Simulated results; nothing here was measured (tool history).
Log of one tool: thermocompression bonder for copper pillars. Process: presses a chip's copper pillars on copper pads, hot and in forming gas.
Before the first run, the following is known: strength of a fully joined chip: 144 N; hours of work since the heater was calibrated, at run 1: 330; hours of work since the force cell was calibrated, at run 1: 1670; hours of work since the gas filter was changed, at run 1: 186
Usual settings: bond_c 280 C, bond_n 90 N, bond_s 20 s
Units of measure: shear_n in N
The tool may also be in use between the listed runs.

run    hour  bond_c  bond_n  bond_s  hours of work since the heater was calibrated  hours of work since the force cell was calibrated  hours of work since the gas filter was changed  shear_n
  1       0     280      90      20                                            330                                               1670                                             186     59.3
        8.4  -- forming gas filter changed
  2    50.8     280      93      20                                            368                                               1708                                              33     66.8
  3   111.4     271      90      20                                            415                                               1755                                              79     54.6
  4   155.7     307      90      20                                            449                                               1789                                             113     86.3
  5   201.9     280      90      47                                            484                                               1824                                             148       81
      228.1  -- force cell calibrated
      263.4  -- forming gas filter changed
  6   268.3     254      90      20                                            534                                                 31                                               4       47
  7   347.6     280      90      20                                            595                                                 91                                              65     68.4
  8   408.5     280      90      20                                            641                                                138                                             111     64.3
  9   461.3     280      90      20                                            682                                                179                                             152     62.8
        514  -- forming gas filter changed
 10     534     280      90      20                                            737                                                234                                              15     69.7
 11   586.8     280      90      20                                            778                                                274                                              56     69.7
 12   662.4     280      90      20                                            836                                                333                                             114     67.1
 13   739.8     280      90      20                                            895                                                392                                             173     63.1
      765.4  -- forming gas filter changed
 14   780.5     280      90      20                                            926                                                423                                              12     70.7
 15   836.4     280      90      20                                            969                                                466                                              54     68.5
 16   873.7     280      90      20                                            998                                                494                                              83     69.2
 17   918.6     280      90      20                                           1032                                                529                                             118     67.2
 18   978.6     280      90      10                                           1078                                                575                                             164       50
       1016  -- forming gas filter changed
 19    1016     280      90      10                                           1106                                                603                                               0       57
 20  1050.8     280      90      10                                           1133                                                630                                              27     56.8
 21  1122.7     291      83      20                                           1188                                                685                                              82     74.7
 22  1158.3     253     129      13                                           1216                                                712                                             109     53.3
 23  1216.2     253     129      13                                           1260                                                757                                             154       50
     1268.8  -- forming gas filter changed
 24  1291.4     278     115      56                                           1317                                                814                                              17    110.9
 25  1359.3     287     126      27                                           1369                                                866                                              69    102.8
 26  1438.4     280      62      15                                           1430                                                927                                             130     46.7
 27  1515.2     280      62      15                                           1489                                                986                                             189     46.5
     1523.6  -- forming gas filter changed
 28  1581.8     280     111      58                                           1540                                               1037                                              45      110
     1616.7  -- heater calibrated with a thermocouple chip
 29  1639.4     280      90      48                                             17                                               1079                                              87     80.9
 30  1674.4     265     104      15                                             44                                               1106                                             114     47.8
 31  1713.4     265     104      15                                             74                                               1136                                             144     47.3
 32  1774.9     265     104      15                                            121                                               1183                                             191     46.7
       1783  -- forming gas filter changed
 33  1827.3     276      90      20                                            161                                               1223                                              34     60.2
 34  1877.1     284     115      33                                            199                                               1261                                              72     90.8
 35  1913.2     284     115      33                                            227                                               1289                                             100     89.4
 36  1971.1     280      84      31                                            272                                               1333                                             144     66.6
 37  2022.2     280      86      31                                            311                                               1373                                             184     65.8
     2034.5  -- forming gas filter changed
 38  2061.5     280      86      31                                            341                                               1402                                              21     74.6
 39  2106.5     271      86      31                                            375                                               1437                                              55     64.6

Here are 4 independent what-if runs from the current tool condition. What would each one return?
  A  2182.5     271      60      31                                            433                                               1495                                             114        ?
  B  2182.5     305      92      27                                            433                                               1495                                             114        ?
  C  2182.5     283      90      20                                            433                                               1495                                             114        ?
  D  2182.5     284      76      16                                            433                                               1495                                             114        ?

run  shear_n
  A       47
  B     92.8
  C     66.2
  D     52.5
Without the tool's hidden state the same runs would have given:
run  shear_n
  A     49.1
  B     98.6
  C     69.6
  D     55.2
